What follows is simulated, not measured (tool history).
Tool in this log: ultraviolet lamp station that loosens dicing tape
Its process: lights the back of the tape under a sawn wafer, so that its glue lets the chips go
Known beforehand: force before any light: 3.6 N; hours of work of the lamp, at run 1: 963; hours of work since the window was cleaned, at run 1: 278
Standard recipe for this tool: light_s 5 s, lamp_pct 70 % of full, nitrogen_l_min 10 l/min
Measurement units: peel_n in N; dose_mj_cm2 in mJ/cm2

| run | hour | light_s | lamp_pct | nitrogen_l_min | hours of work of the lamp | hours of work since the window was cleaned | peel_n | dose_mj_cm2 |
|---|---|---|---|---|---|---|---|---|
| 1 | 0.0 | 5 | 70 | 10 | 963 | 278 | 1.161 | 255 |
|  | 24.1 | window cleaned of glue's vapour |
| 2 | 34.9 | 5 | 70 | 10 | 985 | 7 | 1.002 | 284 |
| 3 | 69.9 | 5 | 70 | 10 | 1007 | 29 | 1.021 | 278 |
| 4 | 92.1 | 5 | 70 | 10 | 1021 | 43 | 1.065 | 275 |
| 5 | 138.3 | 5 | 70 | 10 | 1051 | 73 | 1.098 | 266 |
| 6 | 162.4 | 5 | 70 | 10 | 1066 | 88 | 1.119 | 261 |
| 7 | 193.2 | 9 | 70 | 10 | 1086 | 108 | 0.567 | 457 |
| 8 | 239.6 | 9 | 62 | 10 | 1115 | 137 | 0.691 | 396 |
| 9 | 267.2 | 8 | 62 | 10 | 1133 | 155 | 0.828 | 349 |
| 10 | 290.9 | 8 | 62 | 10 | 1148 | 170 | 0.826 | 336 |
|  | 306.6 | lamp changed |
| 11 | 327.4 | 8 | 62 | 10 | 13 | 193 | 0.437 | 554 |
| 12 | 370.3 | 5 | 84 | 10 | 41 | 220 | 0.585 | 466 |
| 13 | 400.5 | 6 | 64 | 10 | 60 | 239 | 0.654 | 422 |
| 14 | 444.5 | 5 | 66 | 12 | 88 | 267 | 0.768 | 354 |
| 15 | 472.1 | 5 | 66 | 12 | 105 | 285 | 0.752 | 347 |
|  | 486.8 | window cleaned of glue's vapour |
| 16 | 508.8 | 5 | 63 | 8 | 129 | 14 | 0.794 | 375 |
| 17 | 540.8 | 7 | 70 | 10 | 149 | 34 | 0.419 | 573 |
| 18 | 575.4 | 7 | 70 | 10 | 171 | 56 | 0.410 | 565 |
| 19 | 613.3 | 4 | 61 | 10 | 195 | 81 | 1.093 | 275 |
| 20 | 643.3 | 3 | 63 | 5 | 214 | 100 | 1.645 | 209 |
| 21 | 686.0 | 5 | 70 | 5 | 241 | 127 | 0.957 | 381 |
| 22 | 714.8 | 6 | 77 | 7 | 260 | 145 | 0.567 | 489 |

Take each entry between the runs: how does the hidden state at the last listed run before it differ from the hidden state at the first listed run after it?
After run 1, before run 2: window cleaned of glue's vapour (hour 24.1)
  lamp's light, % of a new lamp's: 65.2 -> 64.4; light that the window lets through, % of a clean one's: 87.7 -> 98.9
  the result without the hidden state subtracted from the measured one, peel_n: +0.566 -> +0.430 N; dose_mj_cm2: -191 -> -162 mJ/cm2
After run 10, before run 11: lamp changed (hour 306.6)
  lamp's light, % of a new lamp's: 58.7 -> 99.2; light that the window lets through, % of a clean one's: 91.3 -> 90.3
  the result without the hidden state subtracted from the measured one, peel_n: +0.451 -> +0.053 N; dose_mj_cm2: -292 -> -65 mJ/cm2
After run 15, before run 16: window cleaned of glue's vapour (hour 486.8)
  lamp's light, % of a new lamp's: 95.8 -> 95; light that the window lets through, % of a clean one's: 86 -> 98.8
  the result without the hidden state subtracted from the measured one, peel_n: +0.165 -> +0.061 N; dose_mj_cm2: -74 -> -24 mJ/cm2
